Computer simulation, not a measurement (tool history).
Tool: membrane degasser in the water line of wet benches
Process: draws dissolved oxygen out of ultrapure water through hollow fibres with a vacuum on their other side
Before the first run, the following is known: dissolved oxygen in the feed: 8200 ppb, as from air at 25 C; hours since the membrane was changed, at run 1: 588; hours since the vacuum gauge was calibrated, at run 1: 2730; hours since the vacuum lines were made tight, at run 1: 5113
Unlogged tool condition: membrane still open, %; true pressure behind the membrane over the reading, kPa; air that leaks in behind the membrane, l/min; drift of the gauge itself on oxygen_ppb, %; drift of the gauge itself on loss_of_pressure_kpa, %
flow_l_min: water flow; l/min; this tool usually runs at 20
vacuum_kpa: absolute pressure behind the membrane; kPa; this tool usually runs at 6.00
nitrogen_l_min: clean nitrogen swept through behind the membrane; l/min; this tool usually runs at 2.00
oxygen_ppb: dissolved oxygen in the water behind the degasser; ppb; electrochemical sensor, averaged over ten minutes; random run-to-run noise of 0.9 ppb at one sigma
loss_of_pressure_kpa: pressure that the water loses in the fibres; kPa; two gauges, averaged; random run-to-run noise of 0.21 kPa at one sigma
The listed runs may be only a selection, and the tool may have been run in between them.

run	hour	flow_l_min	vacuum_kpa	nitrogen_l_min	hours since the membrane was changed	hours since the vacuum gauge was calibrated	hours since the vacuum lines were made tight	oxygen_ppb	loss_of_pressure_kpa
1	0.0	20	6.00	2.00	588	2730	5113	90.4	48.21
2	171.3	20	6.00	2.00	759	2901	5285	88.8	48.34
3	415.3	20	6.62	2.00	1003	3146	5529	103.2	48.32
4	648.7	20	6.00	2.00	1237	3379	5762	90.1	48.19
5	789.2	20	6.00	2.00	1377	3519	5903	89.6	48.46
# hour 892.2: vacuum gauge calibrated
6	1088.6	20	6.00	2.00	1676	196	6202	92.8	48.43
7	1244.5	20	6.00	2.00	1832	352	6357	92.0	48.49
8	1428.5	20	6.00	2.00	2016	536	6541	92.3	48.46
9	1593.8	14	6.00	2.72	2181	702	6707	42.7	34.11
# hour 1878.6: vacuum gauge calibrated, once more
10	1892.4	16	5.35	1.98	2479	14	7005	49.3	39.09
11	2136.4	20	8.32	2.00	2723	258	7249	140.5	48.89
12	2298.4	20	8.32	2.00	2885	420	7411	143.9	48.62
13	2540.0	20	13.01	2.70	3127	661	7652	198.1	48.98

5 options for the next run, each taken on its own from the tool as it stands now. Forecast them:
A	2744.6	16	5.03	1.71	3331	866	7857	?	?
B	2744.6	28	6.00	2.00	3331	866	7857	?	?
C	2744.6	14	6.00	2.00	3331	866	7857	?	?
D	2744.6	14	9.12	2.00	3331	866	7857	?	?
E	2744.6	15	13.01	2.86	3331	866	7857	?	?

run	oxygen_ppb	loss_of_pressure_kpa
A	50.7	39.14
B	173.9	68.30
C	53.1	34.28
D	108.4	34.45
E	133.2	36.58
Without the tool's unlogged condition, the same runs would have read:
run	oxygen_ppb	loss_of_pressure_kpa
A	47.5	38.46
B	164.8	67.12
C	49.9	33.68
D	102.6	33.86
E	126.3	35.95
